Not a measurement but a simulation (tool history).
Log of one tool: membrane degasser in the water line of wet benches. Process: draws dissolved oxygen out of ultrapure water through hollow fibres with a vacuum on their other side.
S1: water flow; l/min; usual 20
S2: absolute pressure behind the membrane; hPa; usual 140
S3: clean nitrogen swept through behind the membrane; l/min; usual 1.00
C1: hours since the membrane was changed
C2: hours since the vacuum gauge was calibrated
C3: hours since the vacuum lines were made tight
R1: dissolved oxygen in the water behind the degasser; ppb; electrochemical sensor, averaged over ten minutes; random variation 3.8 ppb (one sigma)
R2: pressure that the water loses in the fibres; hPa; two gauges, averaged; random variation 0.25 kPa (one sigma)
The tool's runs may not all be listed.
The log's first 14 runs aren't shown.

run	hour	S1	S2	S3	C1	C2	C3	R1	R2
15	1502.1	20	140	1.00	4941	4256	3603	468.7	703.9
16	1638.6	20	140	1.09	5077	4392	3739	435.5	705.6
17	1758.3	20	134	1.00	5197	4512	3859	442.2	705.5
18	1822.1	29	189	1.35	5261	4576	3923	727.3	1022.8
19	1968.1	27	281	1.26	5407	4722	4069	1074.2	958.5
20	2068.9	28	179	0.86	5508	4823	4170	925.7	993.3
21	2153.3	19	323	1.38	5592	4907	4254	868.6	669.9
22	2301.8	25	92	0.93	5741	5055	4402	357.0	884.5
23	2381.0	17	215	0.54	5820	5135	4482	1083.2	602.3
24	2535.0	23	250	0.81	5974	5289	4636	1177.6	811.5
25	2661.8	20	304	0.72	6101	5415	4762	1412.8	713.8
26	2811.4	20	127	1.95	6250	5565	4912	241.4	709.3
27	2932.9	20	127	1.95	6372	5687	5034	235.4	708.9
28	3080.4	23	144	1.95	6519	5834	5181	316.6	818.5
29	3203.9	23	144	1.95	6643	5958	5305	309.1	819.7
30	3284.6	14	328	1.04	6723	6038	5385	872.7	503.7
31	3435.4	14	328	0.85	6874	6189	5536	1016.5	501.9
32	3523.9	27	213	1.00	6963	6278	5625	967.0	965.4
33	3616.2	27	213	1.00	7055	6370	5717	961.6	963.7

Forecast each of these 3 alternatives for the next run:
A	3716.6	27	234	1.00	7155	6470	5817	?	?
B	3716.6	27	152	1.00	7155	6470	5817	?	?
C	3716.6	14	151	2.08	7155	6470	5817	?	?

run	R1	R2
A	1071.9	964.9
B	670.1	964.4
C	199.2	502.8
Without the tool's hidden state the same runs would have given:
run	R1	R2
A	1050.2	924.7
B	649.4	924.3
C	190.1	481.9
